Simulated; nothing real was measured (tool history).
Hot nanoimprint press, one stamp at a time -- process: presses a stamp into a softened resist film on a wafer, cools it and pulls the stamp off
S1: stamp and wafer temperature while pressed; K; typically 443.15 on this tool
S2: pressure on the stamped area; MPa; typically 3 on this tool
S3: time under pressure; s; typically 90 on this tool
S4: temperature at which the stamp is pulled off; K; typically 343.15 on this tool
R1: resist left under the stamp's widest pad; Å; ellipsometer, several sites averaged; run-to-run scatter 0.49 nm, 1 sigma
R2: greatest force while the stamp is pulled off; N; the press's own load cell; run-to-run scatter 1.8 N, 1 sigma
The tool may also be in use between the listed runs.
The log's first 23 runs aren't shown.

run	hour	S1	S2	S3	S4	R1	R2
24	180.7	443.15	3	143	338.15	969	146
25	189.5	441.15	3.58	54	343.15	1347	134
26	195.3	453.15	2.07	90	340.15	959	136
27	203.7	431.15	2.07	166	344.15	1696	132
28	212.4	450.15	2.07	166	344.15	842	133
29	219.5	450.15	2.07	166	344.15	840	133
30	225	439.15	4.07	49	331.15	1434	157
31	231.5	443.15	1.97	90	343.15	1395	135

Branching from run 31: 3 alternative next runs. What would each branch give?
A	238.6	448.15	1.97	148	338.15	?	?
B	238.6	443.15	3	90	341.15	?	?
C	238.6	438.15	1.97	90	331.15	?	?

run	R1	R2
A	978	147
B	1158	143
C	1629	161
Without the tool's hidden state the same runs would have given:
run	R1	R2
A	980	130
B	1158	125
C	1633	142
